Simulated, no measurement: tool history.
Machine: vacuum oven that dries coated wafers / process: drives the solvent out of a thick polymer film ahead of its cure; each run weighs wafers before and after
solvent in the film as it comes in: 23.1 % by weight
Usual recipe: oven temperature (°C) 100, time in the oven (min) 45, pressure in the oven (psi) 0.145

run	hour	oven temperature (°C)	time in the oven (min)	pressure in the oven (psi)	solvent left in the film (%)
1	0.0	100	45	0.145	1.29
2	52.5	100	45	0.145	1.30
3	117.6	100	45	0.145	1.35
4	164.6	100	45	0.145	1.34
5	205.6	100	45	0.145	1.39
6	267.9	100	45	0.145	1.42
7	326.6	100	45	0.145	1.45
# hour 369.0: vacuum gauge cleaned of residue and calibrated
8	408.5	100	45	0.145	1.55
9	483.1	100	45	0.145	1.56
# hour 500.8: vacuum gauge cleaned of residue and calibrated, once more
10	566.2	100	45	0.145	1.37
11	646.4	100	45	0.145	1.38
12	723.8	100	45	0.145	1.36
13	790.2	100	45	0.145	1.49
14	839.8	100	45	0.145	1.42
15	875.1	100	45	0.145	1.45
16	940.1	100	45	0.397	2.14
# hour 956.0: oven's thermocouples calibrated
17	1020.8	100	45	0.397	1.60
18	1056.2	100	45	0.397	1.73
19	1110.6	100	45	0.145	1.09
20	1158.9	100	45	0.497	1.89
21	1222.6	111	45	0.145	0.36
22	1259.1	111	45	0.145	0.34
23	1312.7	110	58	0.145	0.31
24	1376.1	101	36	0.109	1.61
25	1434.8	101	36	0.109	1.57
26	1493.6	94	47	0.215	2.47
27	1572.2	92	52	0.094	2.21
28	1605.6	99	52	0.094	0.93
29	1641.7	99	52	0.094	0.92
30	1677.9	99	52	0.094	0.95
31	1729.9	99	52	0.094	0.98
32	1775.6	100	45	0.292	1.62
33	1830.6	100	45	0.292	1.70
34	1885.8	100	45	0.292	1.63
35	1949.6	86	39	0.109	6.32
36	2006.9	86	39	0.265	6.70
37	2056.6	86	39	0.265	6.87
38	2112.0	86	39	0.265	6.83
39	2188.1	86	39	0.265	6.97
40	2261.8	115	36	0.122	0.28

Run 41 is up next; what results do you expect?
41	2323.0	88	31	0.171	?

{"run 41": {"solvent left in the film (%)": 7.41}}
With no hidden state in the tool, this same run would have given solvent left in the film (%) 6.36.
